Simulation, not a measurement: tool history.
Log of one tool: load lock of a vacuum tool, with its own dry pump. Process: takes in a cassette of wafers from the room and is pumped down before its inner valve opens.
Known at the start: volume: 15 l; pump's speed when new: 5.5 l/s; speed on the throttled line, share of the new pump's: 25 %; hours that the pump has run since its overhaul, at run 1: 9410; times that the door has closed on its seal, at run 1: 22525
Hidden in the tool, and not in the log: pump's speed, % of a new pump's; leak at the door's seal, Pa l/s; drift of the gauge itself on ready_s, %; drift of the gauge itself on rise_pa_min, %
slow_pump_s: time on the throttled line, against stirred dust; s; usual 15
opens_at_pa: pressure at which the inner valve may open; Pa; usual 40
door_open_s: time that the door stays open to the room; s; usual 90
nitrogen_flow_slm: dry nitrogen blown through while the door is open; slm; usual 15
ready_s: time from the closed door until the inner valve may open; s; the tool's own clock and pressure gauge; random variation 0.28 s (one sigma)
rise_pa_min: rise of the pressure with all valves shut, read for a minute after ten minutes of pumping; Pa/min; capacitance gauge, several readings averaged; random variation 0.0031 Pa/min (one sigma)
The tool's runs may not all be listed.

| run | hour | slow_pump_s | opens_at_pa | door_open_s | nitrogen_flow_slm | hours that the pump has run since its overhaul | times that the door has closed on its seal | incoming humidity of the room's air, % | ready_s | rise_pa_min |
|---|---|---|---|---|---|---|---|---|---|---|
| 1 | 0 | 15 | 40 | 90 | 15 | 9410 | 22525 | 44.6 | 35.3 | 0.182 |
| 2 | 330.8 | 15 | 40 | 90 | 15 | 9741 | 23996 | 42.8 | 35.5 | 0.207 |
|  | 536.7 | dry pump taken out, an overhauled one fitted |
| 3 | 902.2 | 15 | 40 | 90 | 15 | 365 | 26509 | 44.1 | 33.1 | 0.225 |
| 4 | 1190.1 | 15 | 40 | 90 | 15 | 653 | 27789 | 44.1 | 32.6 | 0.228 |
| 5 | 1543 | 15 | 40 | 88 | 15 | 1006 | 29358 | 50.4 | 32.8 | 0.246 |
| 6 | 1848.7 | 15 | 40 | 88 | 15 | 1312 | 30718 | 47 | 32.9 | 0.253 |
| 7 | 2162.6 | 15 | 40 | 90 | 12 | 1626 | 32113 | 46.6 | 33 | 0.266 |
| 8 | 2617.7 | 15 | 40 | 90 | 15 | 2081 | 34136 | 44 | 32.9 | 0.275 |
| 9 | 3015.5 | 15 | 40 | 90 | 15 | 2479 | 35905 | 46.3 | 33.9 | 0.295 |
| 10 | 3516.6 | 15 | 57 | 90 | 15 | 2980 | 38133 | 45.1 | 32.1 | 0.319 |
| 11 | 3932.8 | 15 | 40 | 36 | 15 | 3396 | 39984 | 45 | 33.3 | 0.318 |
| 12 | 4264.1 | 15 | 40 | 90 | 15 | 3727 | 41456 | 43.4 | 33 | 0.357 |
| 13 | 4739.9 | 15 | 40 | 218 | 15 | 4203 | 43571 | 47.1 | 33.6 | 0.413 |
| 14 | 5076.2 | 15 | 40 | 218 | 15 | 4539 | 45067 | 47.8 | 33.4 | 0.422 |
| 15 | 5569.6 | 15 | 40 | 90 | 9 | 5033 | 47260 | 47.4 | 33.8 | 0.431 |
|  | 5622.3 | door's seal changed, seat wiped |
| 16 | 5848.4 | 15 | 40 | 90 | 9 | 5310 | 1005 | 43.7 | 34.1 | 0.077 |
| 17 | 6372.1 | 15 | 40 | 90 | 9 | 5834 | 3334 | 45.1 | 34.1 | 0.091 |
| 18 | 6921 | 15 | 40 | 90 | 9 | 6383 | 5774 | 43.5 | 33.7 | 0.092 |
| 19 | 7283.1 | 15 | 40 | 90 | 15 | 6745 | 7384 | 43 | 34.5 | 0.09 |
| 20 | 7845.3 | 15 | 40 | 155 | 15 | 7307 | 9883 | 49.3 | 34.5 | 0.129 |
| 21 | 8282.7 | 10 | 45 | 161 | 36 | 7744 | 11828 | 45.1 | 30.5 | 0.101 |
| 22 | 8711 | 10 | 45 | 161 | 36 | 8173 | 13732 | 42.6 | 30.2 | 0.109 |

Run 23 comes next. What will it give?
| 23 | 9043.7 | 14 | 30 | 140 | 25 | 8505 | 15211 | 45.2 | ? | ? |

ready_s: 34.8 s
rise_pa_min: 0.13 Pa/min
Without the tool's hidden state the same run would have given ready_s 32.8 s, rise_pa_min 0.073 Pa/min.
